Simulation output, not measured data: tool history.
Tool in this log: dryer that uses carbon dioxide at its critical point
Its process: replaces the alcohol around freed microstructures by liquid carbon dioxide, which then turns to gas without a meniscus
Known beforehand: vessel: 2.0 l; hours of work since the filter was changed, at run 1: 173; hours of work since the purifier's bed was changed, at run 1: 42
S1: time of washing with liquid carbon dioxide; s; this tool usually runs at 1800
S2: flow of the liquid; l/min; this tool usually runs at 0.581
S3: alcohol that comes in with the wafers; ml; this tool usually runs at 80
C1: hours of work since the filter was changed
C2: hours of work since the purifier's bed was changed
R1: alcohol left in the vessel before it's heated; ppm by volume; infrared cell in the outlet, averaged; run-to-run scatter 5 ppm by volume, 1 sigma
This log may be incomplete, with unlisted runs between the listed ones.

run 1 hour=0.0 | S1=1800 S2=0.581 S3=80 | C1=173 C2=42 | R1=31
run 2 hour=6.3 | S1=1800 S2=0.581 S3=79 | C1=175 C2=44 | R1=37
run 3 hour=13.1 | S1=1800 S2=0.581 S3=80 | C1=178 C2=46 | R1=41
run 4 hour=19.4 | S1=1500 S2=0.581 S3=80 | C1=180 C2=48 | R1=72
run 5 hour=29.9 | S1=1500 S2=0.581 S3=80 | C1=183 C2=52 | R1=70
-- hour=40.0 inlet filter changed
run 6 hour=42.3 | S1=1500 S2=0.581 S3=80 | C1=1 C2=56 | R1=55
run 7 hour=51.1 | S1=1500 S2=0.581 S3=80 | C1=4 C2=59 | R1=49
run 8 hour=58.5 | S1=1500 S2=0.581 S3=80 | C1=6 C2=61 | R1=62
run 9 hour=64.8 | S1=1800 S2=0.581 S3=37 | C1=8 C2=64 | R1=30
run 10 hour=73.6 | S1=1800 S2=0.581 S3=37 | C1=11 C2=67 | R1=47
run 11 hour=78.8 | S1=1800 S2=0.581 S3=37 | C1=13 C2=68 | R1=36
run 12 hour=90.6 | S1=1800 S2=0.581 S3=37 | C1=17 C2=72 | R1=26
run 13 hour=100.3 | S1=1560 S2=0.493 S3=22 | C1=20 C2=76 | R1=53
run 14 hour=106.0 | S1=1560 S2=0.493 S3=22 | C1=22 C2=78 | R1=50
run 15 hour=111.9 | S1=1560 S2=0.493 S3=22 | C1=24 C2=80 | R1=51
run 16 hour=122.3 | S1=1800 S2=0.581 S3=81 | C1=28 C2=83 | R1=47
run 17 hour=128.0 | S1=2460 S2=0.476 S3=63 | C1=30 C2=85 | R1=41
run 18 hour=137.1 | S1=2460 S2=0.476 S3=63 | C1=33 C2=88 | R1=31
run 19 hour=145.4 | S1=2460 S2=0.707 S3=59 | C1=36 C2=91 | R1=37

What if the next run were any one of these 5? Each begins from the tool's condition after run 19:
run A hour=150.9 | S1=1800 S2=0.581 S3=64 | C1=38 C2=93 | R1=?
run B hour=150.9 | S1=1140 S2=0.424 S3=59 | C1=38 C2=93 | R1=?
run C hour=150.9 | S1=1140 S2=0.581 S3=87 | C1=38 C2=93 | R1=?
run D hour=150.9 | S1=2460 S2=0.577 S3=27 | C1=38 C2=93 | R1=?
run E hour=150.9 | S1=1560 S2=0.636 S3=62 | C1=38 C2=93 | R1=?

run=A R1=46
run=B R1=654
run=C R1=245
run=D R1=41
run=E R1=54
Without the tool's hidden state the same runs would have given:
run=A R1=12
run=B R1=577
run=C R1=193
run=D R1=8
run=E R1=20

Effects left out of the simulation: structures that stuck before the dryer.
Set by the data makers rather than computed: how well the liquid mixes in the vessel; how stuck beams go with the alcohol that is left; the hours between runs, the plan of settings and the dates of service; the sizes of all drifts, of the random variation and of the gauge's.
